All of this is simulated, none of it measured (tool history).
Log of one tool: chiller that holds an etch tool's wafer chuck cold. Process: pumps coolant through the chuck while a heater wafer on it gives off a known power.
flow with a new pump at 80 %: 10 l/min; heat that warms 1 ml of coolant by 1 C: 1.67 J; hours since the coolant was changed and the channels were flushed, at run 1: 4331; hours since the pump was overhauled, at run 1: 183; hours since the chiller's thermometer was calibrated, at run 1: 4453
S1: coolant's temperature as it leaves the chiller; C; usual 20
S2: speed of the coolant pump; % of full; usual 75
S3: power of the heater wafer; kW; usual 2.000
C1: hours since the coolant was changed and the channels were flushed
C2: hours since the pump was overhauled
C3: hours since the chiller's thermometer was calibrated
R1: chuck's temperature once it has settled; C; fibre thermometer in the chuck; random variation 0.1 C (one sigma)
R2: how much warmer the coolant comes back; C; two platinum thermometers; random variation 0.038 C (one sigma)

run,hour,S1,S2,S3,C1,C2,C3,R1,R2
1,0.0,20,75,2.000,4331,183,4453,39.6,7.77
2,40.1,20,76,2.000,4371,223,4493,39.4,7.64
3,69.2,20,81,2.000,4400,252,4522,38.6,7.09
4,90.6,20,63,2.000,4422,273,4543,43.0,9.27
5,112.0,20,75,2.000,4443,295,4565,39.6,7.72
6,152.7,20,75,2.000,4484,335,4605,39.6,7.70
7,176.0,20,75,2.000,4507,359,4629,39.6,7.72
8,198.6,20,65,1.567,4530,381,4651,37.3,6.99
9,225.0,20,65,1.567,4556,408,4678,37.2,7.02
10,255.8,10,70,1.554,4587,439,4708,26.4,6.43

Hidden state or all else? Some run-to-run changes of R1, split into what the settings, what came in and random variation would give without the hidden state, and what is left for the hidden state (with any gauge scatter that isn't in both results):
The hidden state here: heat passed by the chuck's channels, % of clean ones'; flow at a given pump speed, % of a new pump's; coolant's true temperature over the reading, C; drift of the gauge itself on chuck_c, C; drift of the gauge itself on warmer_back_c, C.
Run 3 -> 4: S2 81 -> 63. R1 +4.4 C: hidden state +0.5, all else +3.9.
Run 9 -> 10: S1 20 -> 10, S2 65 -> 70, S3 1.567 -> 1.554. R1 -10.8 C: hidden state -0.1, all else -10.7.

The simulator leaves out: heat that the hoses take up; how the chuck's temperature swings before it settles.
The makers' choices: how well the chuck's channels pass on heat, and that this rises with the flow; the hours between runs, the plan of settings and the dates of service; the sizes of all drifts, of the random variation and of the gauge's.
